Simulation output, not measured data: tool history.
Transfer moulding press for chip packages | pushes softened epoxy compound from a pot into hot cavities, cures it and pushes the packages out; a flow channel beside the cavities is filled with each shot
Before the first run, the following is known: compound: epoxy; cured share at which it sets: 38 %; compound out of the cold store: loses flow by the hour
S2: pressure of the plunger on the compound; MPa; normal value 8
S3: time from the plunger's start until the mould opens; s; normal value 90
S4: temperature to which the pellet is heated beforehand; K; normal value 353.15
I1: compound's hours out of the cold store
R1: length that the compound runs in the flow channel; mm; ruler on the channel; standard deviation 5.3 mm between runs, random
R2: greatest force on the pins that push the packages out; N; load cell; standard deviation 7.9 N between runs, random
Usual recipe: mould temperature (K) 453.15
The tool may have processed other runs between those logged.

{"run": 1, "day": 0.0, "mould temperature (K)": 453.15, "S2": 8, "S3": 90, "S4": 353.15, "I1": 22.8, "R1": 624, "R2": 483}
{"day": 0.638, "done": "cavities cleaned with cleaning compound and waxed"}
{"run": 2, "day": 2.088, "mould temperature (K)": 453.15, "S2": 8, "S3": 86, "S4": 353.15, "I1": 15.7, "R1": 649, "R2": 609}
{"day": 3.258, "done": "cavities cleaned with cleaning compound and waxed"}
{"run": 3, "day": 5.146, "mould temperature (K)": 453.15, "S2": 8, "S3": 90, "S4": 353.15, "I1": 13.9, "R1": 641, "R2": 457}
{"day": 5.95, "done": "cavities cleaned with cleaning compound and waxed"}
{"day": 8.479, "done": "cavities cleaned with cleaning compound and waxed"}
{"run": 4, "day": 8.979, "mould temperature (K)": 453.15, "S2": 8, "S3": 90, "S4": 353.15, "I1": 31.9, "R1": 585, "R2": 373}
{"day": 11.175, "done": "cavities cleaned with cleaning compound and waxed"}
{"run": 5, "day": 12.496, "mould temperature (K)": 453.15, "S2": 8, "S3": 90, "S4": 353.15, "I1": 22.7, "R1": 611, "R2": 422}
{"day": 13.746, "done": "cavities cleaned with cleaning compound and waxed"}
{"day": 15.162, "done": "mould's thermocouples calibrated"}
{"day": 16.404, "done": "cavities cleaned with cleaning compound and waxed"}
{"run": 6, "day": 16.404, "mould temperature (K)": 453.15, "S2": 8, "S3": 90, "S4": 353.15, "I1": 15.3, "R1": 636, "R2": 352}
{"run": 7, "day": 18.2, "mould temperature (K)": 453.15, "S2": 8.83, "S3": 90, "S4": 353.15, "I1": 21.9, "R1": 631, "R2": 456}
{"day": 19.017, "done": "cavities cleaned with cleaning compound and waxed"}
{"day": 19.388, "done": "cavities cleaned with cleaning compound and waxed, once more"}
{"run": 8, "day": 21.558, "mould temperature (K)": 461.15, "S2": 8, "S3": 90, "S4": 353.15, "I1": 35.9, "R1": 550, "R2": 434}
{"day": 22.196, "done": "cavities cleaned with cleaning compound and waxed"}
{"day": 23.079, "done": "plunger's sealing rings changed"}
{"run": 9, "day": 24.612, "mould temperature (K)": 453.15, "S2": 8, "S3": 90, "S4": 353.15, "I1": 28, "R1": 616, "R2": 478}
{"day": 24.996, "done": "cavities cleaned with cleaning compound and waxed"}
{"day": 27.588, "done": "cavities cleaned with cleaning compound and waxed"}
{"run": 10, "day": 27.983, "mould temperature (K)": 453.15, "S2": 8, "S3": 95, "S4": 353.15, "I1": 36, "R1": 584, "R2": 359}
{"day": 30.104, "done": "cavities cleaned with cleaning compound and waxed"}
{"run": 11, "day": 30.671, "mould temperature (K)": 453.15, "S2": 8, "S3": 128, "S4": 353.15, "I1": 12.4, "R1": 665, "R2": 366}
{"day": 32.817, "done": "cavities cleaned with cleaning compound and waxed"}
{"run": 12, "day": 33.092, "mould temperature (K)": 453.15, "S2": 8, "S3": 128, "S4": 353.15, "I1": 22.5, "R1": 627, "R2": 339}
{"day": 35.329, "done": "cavities cleaned with cleaning compound and waxed"}
{"run": 13, "day": 35.512, "mould temperature (K)": 453.15, "S2": 8, "S3": 128, "S4": 353.15, "I1": 15.6, "R1": 645, "R2": 332}
{"run": 14, "day": 37.375, "mould temperature (K)": 456.15, "S2": 8, "S3": 90, "S4": 357.15, "I1": 27.9, "R1": 602, "R2": 462}
{"day": 37.979, "done": "cavities cleaned with cleaning compound and waxed"}
{"day": 40.6, "done": "cavities cleaned with cleaning compound and waxed"}
{"run": 15, "day": 40.958, "mould temperature (K)": 447.15, "S2": 8.3, "S3": 90, "S4": 354.15, "I1": 13.4, "R1": 663, "R2": 459}
{"day": 43.183, "done": "cavities cleaned with cleaning compound and waxed"}
{"run": 16, "day": 43.654, "mould temperature (K)": 447.15, "S2": 8.3, "S3": 90, "S4": 354.15, "I1": 24.4, "R1": 622, "R2": 457}
{"day": 45.742, "done": "cavities cleaned with cleaning compound and waxed"}
{"run": 17, "day": 47.208, "mould temperature (K)": 453.15, "S2": 8, "S3": 100, "S4": 358.15, "I1": 18.7, "R1": 619, "R2": 435}
{"day": 48.488, "done": "cavities cleaned with cleaning compound and waxed"}
{"run": 18, "day": 49.679, "mould temperature (K)": 453.15, "S2": 8, "S3": 100, "S4": 358.15, "I1": 45.9, "R1": 532, "R2": 414}
{"day": 51.125, "done": "cavities cleaned with cleaning compound and waxed"}
{"run": 19, "day": 52.738, "mould temperature (K)": 453.15, "S2": 8, "S3": 117, "S4": 358.15, "I1": 41, "R1": 541, "R2": 418}
{"day": 53.796, "done": "plunger's sealing rings changed"}
{"day": 53.858, "done": "cavities cleaned with cleaning compound and waxed"}
{"run": 20, "day": 54.929, "mould temperature (K)": 453.15, "S2": 8, "S3": 117, "S4": 358.15, "I1": 12.4, "R1": 676, "R2": 407}
{"day": 56.375, "done": "cavities cleaned with cleaning compound and waxed"}
{"run": 21, "day": 57.683, "mould temperature (K)": 453.15, "S2": 9.06, "S3": 93, "S4": 357.15, "I1": 33.3, "R1": 631, "R2": 434}
{"day": 59.021, "done": "cavities cleaned with cleaning compound and waxed"}
{"day": 61.588, "done": "cavities cleaned with cleaning compound and waxed"}
{"run": 22, "day": 61.588, "mould temperature (K)": 447.15, "S2": 8.91, "S3": 82, "S4": 347.15, "I1": 47.6, "R1": 589, "R2": 447}
{"day": 63.788, "done": "mould's thermocouples calibrated"}
{"day": 64.417, "done": "cavities cleaned with cleaning compound and waxed"}
{"run": 23, "day": 65.146, "mould temperature (K)": 460.15, "S2": 7.82, "S3": 111, "S4": 353.15, "I1": 15.1, "R1": 631, "R2": 376}
{"day": 67.075, "done": "cavities cleaned with cleaning compound and waxed"}
{"run": 24, "day": 68.417, "mould temperature (K)": 453.15, "S2": 8, "S3": 95, "S4": 347.15, "I1": 24.4, "R1": 613, "R2": 418}
{"day": 69.588, "done": "cavities cleaned with cleaning compound and waxed"}
{"run": 25, "day": 70.862, "mould temperature (K)": 453.15, "S2": 8, "S3": 95, "S4": 347.15, "I1": 12.7, "R1": 648, "R2": 409}

Alternative continuations, all from the tool just after run 25; predict every row:
{"day": 72.117, "done": "cavities cleaned with cleaning compound and waxed"}
{"run": "A", "day": 72.488, "mould temperature (K)": 453.15, "S2": 9.26, "S3": 74, "S4": 353.15, "I1": 40.6, "R1": "?", "R2": "?"}
{"day": 72.117, "done": "cavities cleaned with cleaning compound and waxed"}
{"run": "B", "day": 72.488, "mould temperature (K)": 456.15, "S2": 8, "S3": 85, "S4": 353.15, "I1": 23.9, "R1": "?", "R2": "?"}
{"day": 72.117, "done": "cavities cleaned with cleaning compound and waxed"}
{"run": "C", "day": 72.488, "mould temperature (K)": 459.15, "S2": 8, "S3": 91, "S4": 347.15, "I1": 47.8, "R1": "?", "R2": "?"}
{"day": 72.117, "done": "cavities cleaned with cleaning compound and waxed"}
{"run": "D", "day": 72.488, "mould temperature (K)": 453.15, "S2": 8.24, "S3": 77, "S4": 354.15, "I1": 15.4, "R1": "?", "R2": "?"}
{"day": 72.117, "done": "cavities cleaned with cleaning compound and waxed"}
{"run": "E", "day": 72.488, "mould temperature (K)": 453.15, "S2": 7.84, "S3": 77, "S4": 359.15, "I1": 35.1, "R1": "?", "R2": "?"}

run=A R1=607 R2=431
run=B R1=596 R2=379
run=C R1=528 R2=349
run=D R1=642 R2=439
run=E R1=560 R2=425
Stripped of hidden state, with their random variation kept, the same runs would have yielded:
run=A R1=632 R2=402
run=B R1=622 R2=350
run=C R1=550 R2=320
run=D R1=669 R2=410
run=E R1=584 R2=397
